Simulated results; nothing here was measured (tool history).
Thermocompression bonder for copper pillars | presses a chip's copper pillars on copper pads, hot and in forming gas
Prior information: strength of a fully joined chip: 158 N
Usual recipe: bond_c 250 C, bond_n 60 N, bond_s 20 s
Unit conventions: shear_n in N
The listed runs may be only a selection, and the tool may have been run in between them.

{"run": 1, "hour": 0.0, "bond_c": 250, "bond_n": 60, "bond_s": 20, "shear_n": 87.7}
{"run": 2, "hour": 35.3, "bond_c": 227, "bond_n": 60, "bond_s": 20, "shear_n": 67.3}
{"run": 3, "hour": 56.4, "bond_c": 250, "bond_n": 47, "bond_s": 20, "shear_n": 73.9}
{"run": 4, "hour": 81.1, "bond_c": 250, "bond_n": 64, "bond_s": 20, "shear_n": 91.5}
{"run": 5, "hour": 99.9, "bond_c": 250, "bond_n": 64, "bond_s": 20, "shear_n": 92.4}
{"run": 6, "hour": 115.5, "bond_c": 250, "bond_n": 77, "bond_s": 20, "shear_n": 100.8}
{"run": 7, "hour": 134.7, "bond_c": 250, "bond_n": 60, "bond_s": 20, "shear_n": 87.7}
{"run": 8, "hour": 160.7, "bond_c": 250, "bond_n": 60, "bond_s": 56, "shear_n": 115.3}
{"run": 9, "hour": 192.7, "bond_c": 273, "bond_n": 85, "bond_s": 10, "shear_n": 105.4}
{"run": 10, "hour": 230.1, "bond_c": 244, "bond_n": 55, "bond_s": 14, "shear_n": 65.8}
{"run": 11, "hour": 260.2, "bond_c": 244, "bond_n": 55, "bond_s": 14, "shear_n": 67.7}
{"run": 12, "hour": 291.0, "bond_c": 244, "bond_n": 55, "bond_s": 14, "shear_n": 65.9}

Estimate the outcome of run 13 from the log above:
{"run": 13, "hour": 325.7, "bond_c": 250, "bond_n": 89, "bond_s": 14, "shear_n": "?"}

shear_n: 97.2 N
Were there no unlogged condition in the tool, this run, its random variation unchanged, would have produced shear_n 108.9 N.
